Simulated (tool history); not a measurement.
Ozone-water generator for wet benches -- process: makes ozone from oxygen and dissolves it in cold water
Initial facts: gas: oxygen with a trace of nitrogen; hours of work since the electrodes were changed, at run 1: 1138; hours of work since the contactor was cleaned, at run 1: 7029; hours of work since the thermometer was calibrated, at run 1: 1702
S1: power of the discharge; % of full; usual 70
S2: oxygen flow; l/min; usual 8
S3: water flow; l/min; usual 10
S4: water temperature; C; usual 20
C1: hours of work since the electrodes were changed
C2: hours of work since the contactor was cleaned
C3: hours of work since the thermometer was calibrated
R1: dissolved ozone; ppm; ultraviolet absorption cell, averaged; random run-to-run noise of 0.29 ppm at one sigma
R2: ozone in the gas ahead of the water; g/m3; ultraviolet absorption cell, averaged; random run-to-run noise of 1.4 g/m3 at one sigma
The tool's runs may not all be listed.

{"run": 1, "hour": 0.0, "S1": 70, "S2": 8, "S3": 10, "S4": 20, "C1": 1138, "C2": 7029, "C3": 1702, "R1": 43, "R2": 256.4}
{"run": 2, "hour": 67.3, "S1": 70, "S2": 8, "S3": 10, "S4": 20, "C1": 1197, "C2": 7087, "C3": 1760, "R1": 43.2, "R2": 256.4}
{"run": 3, "hour": 152.2, "S1": 43, "S2": 8, "S3": 10, "S4": 20, "C1": 1270, "C2": 7161, "C3": 1834, "R1": 33.4, "R2": 196.2}
{"run": 4, "hour": 209.5, "S1": 70, "S2": 8, "S3": 10, "S4": 20, "C1": 1320, "C2": 7210, "C3": 1883, "R1": 42.8, "R2": 256.8}
{"run": 5, "hour": 261.5, "S1": 70, "S2": 8, "S3": 10, "S4": 20, "C1": 1365, "C2": 7255, "C3": 1928, "R1": 43.1, "R2": 256.1}
{"run": 6, "hour": 337.0, "S1": 70, "S2": 8, "S3": 10, "S4": 20, "C1": 1430, "C2": 7321, "C3": 1994, "R1": 42.9, "R2": 255}
{"run": 7, "hour": 426.1, "S1": 70, "S2": 4.21, "S3": 10, "S4": 20, "C1": 1507, "C2": 7398, "C3": 2071, "R1": 49.9, "R2": 365.3}
{"run": 8, "hour": 504.9, "S1": 70, "S2": 4.21, "S3": 10, "S4": 20, "C1": 1575, "C2": 7466, "C3": 2139, "R1": 49.6, "R2": 369.9}
{"run": 9, "hour": 593.2, "S1": 71, "S2": 8, "S3": 10, "S4": 20, "C1": 1652, "C2": 7542, "C3": 2215, "R1": 43.4, "R2": 258.8}
{"run": 10, "hour": 642.0, "S1": 71, "S2": 8, "S3": 10, "S4": 24, "C1": 1694, "C2": 7584, "C3": 2257, "R1": 39.2, "R2": 258.5}
{"run": 11, "hour": 726.0, "S1": 71, "S2": 8, "S3": 10, "S4": 24, "C1": 1766, "C2": 7657, "C3": 2330, "R1": 39.4, "R2": 260.4}
{"run": 12, "hour": 824.1, "S1": 70, "S2": 6.9, "S3": 10, "S4": 20, "C1": 1851, "C2": 7742, "C3": 2415, "R1": 44.6, "R2": 279.2}
{"run": 13, "hour": 923.4, "S1": 70, "S2": 8, "S3": 10, "S4": 20, "C1": 1937, "C2": 7828, "C3": 2501, "R1": 42.3, "R2": 256.3}
{"run": 14, "hour": 1020.5, "S1": 70, "S2": 8, "S3": 10, "S4": 20, "C1": 2021, "C2": 7912, "C3": 2585, "R1": 42.6, "R2": 252.8}
{"run": 15, "hour": 1073.1, "S1": 70, "S2": 8, "S3": 10, "S4": 20, "C1": 2067, "C2": 7957, "C3": 2630, "R1": 42.7, "R2": 254.3}
{"run": 16, "hour": 1158.7, "S1": 70, "S2": 4.91, "S3": 10, "S4": 20, "C1": 2141, "C2": 8031, "C3": 2704, "R1": 47.9, "R2": 333.7}
{"hour": 1189.1, "done": "contactor cleaned"}
{"run": 17, "hour": 1226.2, "S1": 70, "S2": 8, "S3": 6, "S4": 20, "C1": 2196, "C2": 32, "C3": 2759, "R1": 54.5, "R2": 250.3}
{"run": 18, "hour": 1275.0, "S1": 78, "S2": 8, "S3": 10, "S4": 26, "C1": 2238, "C2": 74, "C3": 2801, "R1": 40.7, "R2": 270.4}
{"run": 19, "hour": 1358.1, "S1": 78, "S2": 7.47, "S3": 13, "S4": 15, "C1": 2310, "C2": 146, "C3": 2873, "R1": 46.6, "R2": 279.6}
{"run": 20, "hour": 1411.0, "S1": 78, "S2": 7.47, "S3": 13, "S4": 15, "C1": 2355, "C2": 192, "C3": 2919, "R1": 45.6, "R2": 280.5}
{"run": 21, "hour": 1487.1, "S1": 78, "S2": 7.47, "S3": 13, "S4": 15, "C1": 2421, "C2": 258, "C3": 2985, "R1": 45.8, "R2": 279}
{"run": 22, "hour": 1555.1, "S1": 60, "S2": 5.57, "S3": 10, "S4": 18, "C1": 2480, "C2": 317, "C3": 3044, "R1": 46.7, "R2": 285.8}
{"run": 23, "hour": 1634.0, "S1": 60, "S2": 5.57, "S3": 10, "S4": 18, "C1": 2548, "C2": 385, "C3": 3112, "R1": 46.3, "R2": 286.6}
{"run": 24, "hour": 1723.4, "S1": 70, "S2": 4.2, "S3": 10, "S4": 20, "C1": 2626, "C2": 462, "C3": 3189, "R1": 51.7, "R2": 365.1}
{"run": 25, "hour": 1811.9, "S1": 79, "S2": 8, "S3": 13, "S4": 20, "C1": 2702, "C2": 539, "C3": 3266, "R1": 41.2, "R2": 269.8}
{"run": 26, "hour": 1863.4, "S1": 79, "S2": 6.03, "S3": 8, "S4": 20, "C1": 2747, "C2": 583, "C3": 3310, "R1": 57, "R2": 320.3}
{"hour": 1876.5, "done": "water thermometer calibrated"}
{"run": 27, "hour": 1936.7, "S1": 79, "S2": 6.03, "S3": 8, "S4": 20, "C1": 2810, "C2": 646, "C3": 52, "R1": 56.8, "R2": 315.9}
{"run": 28, "hour": 2010.6, "S1": 92, "S2": 6.03, "S3": 8, "S4": 14, "C1": 2874, "C2": 710, "C3": 116, "R1": 70.6, "R2": 342.6}
{"run": 29, "hour": 2078.4, "S1": 92, "S2": 6.03, "S3": 8, "S4": 14, "C1": 2932, "C2": 769, "C3": 175, "R1": 70.3, "R2": 343.4}
{"run": 30, "hour": 2136.5, "S1": 75, "S2": 8, "S3": 10, "S4": 24, "C1": 2983, "C2": 819, "C3": 225, "R1": 42, "R2": 261}
{"run": 31, "hour": 2196.0, "S1": 75, "S2": 8, "S3": 10, "S4": 24, "C1": 3034, "C2": 870, "C3": 276, "R1": 41.6, "R2": 258.7}
{"run": 32, "hour": 2245.8, "S1": 96, "S2": 8, "S3": 10, "S4": 20, "C1": 3077, "C2": 914, "C3": 319, "R1": 52.4, "R2": 299.7}

Some steps in R1 between neighbouring runs. How much of each would the tool show without its hidden state too (settings, what came in, random variation), and how much is left for the hidden state, with any gauge scatter that isn't in both results?
The hidden state here: yield of the discharge, % of new electrodes'; contactor's efficiency, % of a clean one's; true water temperature over the reading, C; drift of the gauge itself on ozone_ppm, %; drift of the gauge itself on gas_g_m3, %.
Run 3 -> 4: S1 43 -> 70. R1 +9.4 ppm: hidden state -0.7, all else +10.1.
Run 16 -> 17: S2 4.91 -> 8, S3 10 -> 6, contactor cleaned. R1 +6.6 ppm: hidden state +2.4, all else +4.2.
Run 17 -> 18: S1 70 -> 78, S3 6 -> 10, S4 20 -> 26. R1 -13.8 ppm: hidden state +0.3, all else -14.1.
Run 25 -> 26: S2 8 -> 6.03, S3 13 -> 8. R1 +15.8 ppm: hidden state -0.5, all else +16.3.
Run 29 -> 30: S1 92 -> 75, S2 6.03 -> 8, S3 8 -> 10, S4 14 -> 24. R1 -28.3 ppm: hidden state +1, all else -29.3.
